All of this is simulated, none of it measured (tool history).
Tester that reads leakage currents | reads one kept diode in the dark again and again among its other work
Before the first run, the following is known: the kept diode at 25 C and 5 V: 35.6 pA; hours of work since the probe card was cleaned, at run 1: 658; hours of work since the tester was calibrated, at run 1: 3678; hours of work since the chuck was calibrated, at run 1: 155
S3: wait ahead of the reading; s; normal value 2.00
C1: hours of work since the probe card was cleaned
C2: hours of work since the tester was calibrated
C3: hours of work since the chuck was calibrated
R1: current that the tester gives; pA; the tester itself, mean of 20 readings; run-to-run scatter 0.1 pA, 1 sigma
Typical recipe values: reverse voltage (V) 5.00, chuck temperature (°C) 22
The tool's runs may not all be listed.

{"run": 1, "hour": 0.0, "reverse voltage (V)": 5.0, "chuck temperature (°C)": 22, "S3": 2.0, "C1": 658, "C2": 3678, "C3": 155, "R1": 31.23}
{"run": 2, "hour": 127.8, "reverse voltage (V)": 5.0, "chuck temperature (°C)": 22, "S3": 2.0, "C1": 755, "C2": 3775, "C3": 251, "R1": 31.15}
{"run": 3, "hour": 319.7, "reverse voltage (V)": 5.0, "chuck temperature (°C)": 22, "S3": 2.0, "C1": 899, "C2": 3919, "C3": 396, "R1": 31.09}
{"hour": 465.5, "done": "chuck's temperature calibrated"}
{"run": 4, "hour": 596.4, "reverse voltage (V)": 5.0, "chuck temperature (°C)": 22, "S3": 0.43, "C1": 1106, "C2": 4126, "C3": 99, "R1": 36.15}
{"hour": 650.9, "done": "tester calibrated"}
{"run": 5, "hour": 714.0, "reverse voltage (V)": 9.76, "chuck temperature (°C)": 22, "S3": 2.0, "C1": 1193, "C2": 47, "C3": 186, "R1": 47.73}
{"run": 6, "hour": 848.1, "reverse voltage (V)": 9.76, "chuck temperature (°C)": 22, "S3": 2.0, "C1": 1294, "C2": 149, "C3": 287, "R1": 47.58}
{"run": 7, "hour": 1069.3, "reverse voltage (V)": 5.0, "chuck temperature (°C)": 35, "S3": 2.0, "C1": 1461, "C2": 315, "C3": 453, "R1": 74.24}
{"hour": 1147.9, "done": "chuck's temperature calibrated"}
{"run": 8, "hour": 1222.6, "reverse voltage (V)": 5.0, "chuck temperature (°C)": 35, "S3": 2.0, "C1": 1575, "C2": 429, "C3": 56, "R1": 80.62}
{"run": 9, "hour": 1466.9, "reverse voltage (V)": 5.0, "chuck temperature (°C)": 22, "S3": 2.0, "C1": 1759, "C2": 613, "C3": 240, "R1": 36.26}
{"run": 10, "hour": 1619.1, "reverse voltage (V)": 5.0, "chuck temperature (°C)": 22, "S3": 2.0, "C1": 1874, "C2": 728, "C3": 355, "R1": 36.17}
{"hour": 1819.2, "done": "chuck's temperature calibrated"}
{"run": 11, "hour": 1887.3, "reverse voltage (V)": 1.91, "chuck temperature (°C)": 22, "S3": 2.0, "C1": 2074, "C2": 928, "C3": 51, "R1": 23.46}
{"run": 12, "hour": 2052.9, "reverse voltage (V)": 1.91, "chuck temperature (°C)": 22, "S3": 2.0, "C1": 2199, "C2": 1053, "C3": 176, "R1": 23.37}
{"hour": 2149.1, "done": "probe card cleaned and baked"}
{"run": 13, "hour": 2234.3, "reverse voltage (V)": 5.0, "chuck temperature (°C)": 22, "S3": 2.0, "C1": 64, "C2": 1187, "C3": 310, "R1": 28.23}
{"hour": 2495.7, "done": "chuck's temperature calibrated"}
{"run": 14, "hour": 2522.4, "reverse voltage (V)": 5.0, "chuck temperature (°C)": 22, "S3": 2.0, "C1": 280, "C2": 1403, "C3": 20, "R1": 30.58}
{"run": 15, "hour": 2688.7, "reverse voltage (V)": 5.0, "chuck temperature (°C)": 22, "S3": 2.0, "C1": 405, "C2": 1528, "C3": 145, "R1": 30.3}
{"run": 16, "hour": 2958.2, "reverse voltage (V)": 12.6, "chuck temperature (°C)": 55, "S3": 0.46, "C1": 608, "C2": 1731, "C3": 348, "R1": 373.35}
{"hour": 3170.2, "done": "chuck's temperature calibrated"}
{"run": 17, "hour": 3234.2, "reverse voltage (V)": 12.6, "chuck temperature (°C)": 55, "S3": 6.81, "C1": 814, "C2": 1938, "C3": 48, "R1": 381.24}
{"run": 18, "hour": 3367.2, "reverse voltage (V)": 12.6, "chuck temperature (°C)": 55, "S3": 6.81, "C1": 915, "C2": 2038, "C3": 148, "R1": 376.47}
{"run": 19, "hour": 3515.8, "reverse voltage (V)": 2.44, "chuck temperature (°C)": 24, "S3": 4.68, "C1": 1026, "C2": 2150, "C3": 260, "R1": 26.04}
{"run": 20, "hour": 3698.7, "reverse voltage (V)": 3.4, "chuck temperature (°C)": 24, "S3": 4.68, "C1": 1164, "C2": 2288, "C3": 398, "R1": 29.87}
{"hour": 3861.8, "done": "chuck's temperature calibrated"}
{"run": 21, "hour": 3870.8, "reverse voltage (V)": 5.0, "chuck temperature (°C)": 40, "S3": 0.34, "C1": 1292, "C2": 2416, "C3": 7, "R1": 112.29}
{"run": 22, "hour": 4094.6, "reverse voltage (V)": 5.09, "chuck temperature (°C)": 22, "S3": 8.68, "C1": 1461, "C2": 2584, "C3": 175, "R1": 34.94}
{"run": 23, "hour": 4225.8, "reverse voltage (V)": 5.09, "chuck temperature (°C)": 22, "S3": 8.68, "C1": 1560, "C2": 2683, "C3": 274, "R1": 34.7}

Run 24 comes next. What will it give?
{"run": 24, "hour": 4372.0, "reverse voltage (V)": 2.6, "chuck temperature (°C)": 37, "S3": 3.83, "C1": 1670, "C2": 2793, "C3": 384, "R1": "?"}

Run 24 measured R1 64.35 pA.
Had the tool carried no hidden state, the very same run would have given R1 64.97 pA.
